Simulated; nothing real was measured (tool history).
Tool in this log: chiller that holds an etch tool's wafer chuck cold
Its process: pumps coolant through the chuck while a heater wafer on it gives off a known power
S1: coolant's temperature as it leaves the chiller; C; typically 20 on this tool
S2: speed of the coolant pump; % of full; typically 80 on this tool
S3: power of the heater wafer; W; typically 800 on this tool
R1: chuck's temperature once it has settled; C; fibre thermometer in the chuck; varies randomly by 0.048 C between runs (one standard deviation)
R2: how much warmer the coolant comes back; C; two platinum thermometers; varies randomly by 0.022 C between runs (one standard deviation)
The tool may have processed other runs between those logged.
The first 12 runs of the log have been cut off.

Run 13, hour 329.5: usual settings. Result: R1 29.67 C, R2 2.93 C.
Run 14, hour 371.2: usual settings. Result: R1 29.62 C, R2 2.91 C.
Run 15, hour 389.5: usual settings but S1 12 C. Result: R1 21.58 C, R2 2.93 C.
Run 16, hour 426.4: usual settings. Result: R1 29.69 C, R2 2.92 C.
Run 17, hour 449.5: usual settings but S1 19 C, S2 86 % of full, S3 701 W. Result: R1 26.93 C, R2 2.39 C.
Run 18, hour 470.0: usual settings but S2 60 % of full. Result: R1 32.45 C, R2 3.99 C.
Run 19, hour 512.1: usual settings but S1 15 C, S2 60 % of full. Result: R1 27.44 C, R2 4.00 C.
Run 20, hour 556.2: usual settings but S1 11 C, S3 661 W. Result: R1 18.93 C, R2 2.39 C.
Run 21, hour 599.6: usual settings but S1 17 C, S2 67 % of full, S3 1189 W. Result: R1 33.97 C, R2 5.28 C.
Run 22, hour 628.5: usual settings but S1 12 C, S2 73 % of full, S3 498 W. Result: R1 18.49 C, R2 2.09 C.
Run 23, hour 651.8: usual settings but S1 12 C, S2 73 % of full, S3 498 W. Result: R1 18.51 C, R2 2.02 C.
Run 24, hour 690.0: usual settings but S2 66 % of full, S3 477 W. Result: R1 26.73 C, R2 2.15 C.
Run 25, hour 723.9: usual settings but S2 66 % of full, S3 477 W. Result: R1 26.77 C, R2 2.17 C.
Run 26, hour 752.9: usual settings but S2 66 % of full, S3 477 W. Result: R1 26.79 C, R2 2.17 C.
Run 27, hour 789.6: usual settings but S1 18 C, S2 66 % of full, S3 710 W. Result: R1 28.22 C, R2 3.22 C.

What will run 28 give?
Run 28, hour 823.2: usual settings but S1 12 C, S2 78 % of full, S3 674 W. Result: R1 ?, R2 ?.

R1: 20.33 C
R2: 2.55 C
Take away the tool's hidden state, keep the run-to-run variation as it was, and the same run would have given R1 19.45 C, R2 2.40 C.

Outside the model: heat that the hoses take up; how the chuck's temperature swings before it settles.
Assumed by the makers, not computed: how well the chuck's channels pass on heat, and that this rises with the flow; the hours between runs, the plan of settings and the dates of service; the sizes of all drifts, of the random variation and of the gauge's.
